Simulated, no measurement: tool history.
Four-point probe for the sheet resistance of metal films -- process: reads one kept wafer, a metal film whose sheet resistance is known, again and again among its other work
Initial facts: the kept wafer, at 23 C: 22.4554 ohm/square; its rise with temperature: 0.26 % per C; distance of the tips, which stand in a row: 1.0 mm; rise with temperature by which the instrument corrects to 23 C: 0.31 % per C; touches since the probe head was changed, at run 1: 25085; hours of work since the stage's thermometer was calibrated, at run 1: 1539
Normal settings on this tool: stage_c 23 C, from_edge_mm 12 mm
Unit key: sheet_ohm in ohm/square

run	day	stage_c	from_edge_mm	touches since the probe head was changed	hours of work since the stage's thermometer was calibrated	sheet_ohm
1	0.000	23	12	25085	1539	22.480272
2	1.225	23	12	25535	1559	22.482487
3	3.142	23	12	26240	1592	22.478427
4	4.458	31	12	26726	1614	22.393227
5	5.704	31	12	27184	1635	22.388046
6	7.408	31	12	27811	1664	22.388751
7	8.862	31	12	28345	1688	22.390806
8	11.029	31	8	29143	1725	22.495630
9	13.329	23	12	29989	1763	22.477645
10	15.833	23	12	30911	1805	22.481764
11	17.688	23	12	31592	1837	22.471456
12	19.508	23	12	32262	1867	22.469735
13	22.375	25	12	33317	1916	22.449043
14	25.246	23	12	34373	1964	22.473806
15	27.150	23	12	35074	1996	22.463657
16	29.496	22	12	35938	2036	22.477911
17	30.829	23	10	36428	2058	22.506670
18	32.679	31	10	37108	2089	22.415596
19	34.488	21	10	37774	2120	22.519043
20	35.708	19	10	38222	2140	22.553725
21	37.708	19	10	38958	2174	22.552312
22	39.392	32	12	39579	2202	22.373906
23	42.292	32	12	40645	2251	22.371642
24	44.200	22	10	41347	2283	22.508699
25	46.525	22	7	42202	2322	22.632328
26	49.154	22	7	43170	2367	22.625086
27	50.375	22	7	43620	2387	22.631492
28	51.958	19	9	44201	2414	22.561151
29	53.579	22	16	44798	2441	22.428534
30	56.071	33	71	45715	2483	22.259234
31	58.904	32	71	46758	2531	22.283294
32	61.383	32	71	47669	2573	22.272946
33	63.517	19	12	48454	2609	22.495819
34	65.221	28	49	49081	2637	22.320719
35	67.767	27	62	50018	2680	22.327699
36	69.642	20	54	50707	2712	22.412803
# day 70.496: stage's thermometer calibrated
37	72.321	20	54	51686	31	22.430441
38	74.308	25	7	52416	64	22.603815
39	76.508	25	7	53227	101	22.605629
40	78.158	25	7	53834	129	22.604008
41	80.750	25	7	54787	173	22.614152
42	82.608	23	12	55472	204	22.475031
43	84.658	23	12	56225	239	22.466282
44	86.829	22	12	57025	275	22.476883
45	88.442	30	8	57617	302	22.498805

A few steps of sheet_ohm between consecutive runs. Split each: what settings, incoming material and random variation would produce without the hidden state, and what is left over for the hidden state, along with gauge scatter present in only one of the two compared results (measured, and without hidden state):
Hidden state present: inner tips' distance over the nominal, %; tips' flats over new ones', %; wafer's true temperature over the reading, C; drift of the gauge itself on sheet_ohm, %.
Run 21 -> 22: stage_c 19 -> 32, from_edge_mm 10 -> 12. sheet_ohm -0.178406 ohm/square: hidden state +0.000577, all else -0.178983.
Run 23 -> 24: stage_c 32 -> 22, from_edge_mm 12 -> 10. sheet_ohm +0.137057 ohm/square: hidden state -0.001835, all else +0.138892.
Run 32 -> 33: stage_c 32 -> 19, from_edge_mm 71 -> 12. sheet_ohm +0.222873 ohm/square: hidden state -0.002564, all else +0.225437.
Run 33 -> 34: stage_c 19 -> 28, from_edge_mm 12 -> 49. sheet_ohm -0.175100 ohm/square: hidden state +0.000469, all else -0.175569.
Run 36 -> 37: stage's thermometer calibrated. sheet_ohm +0.017638 ohm/square: hidden state +0.022779, all else -0.005141.
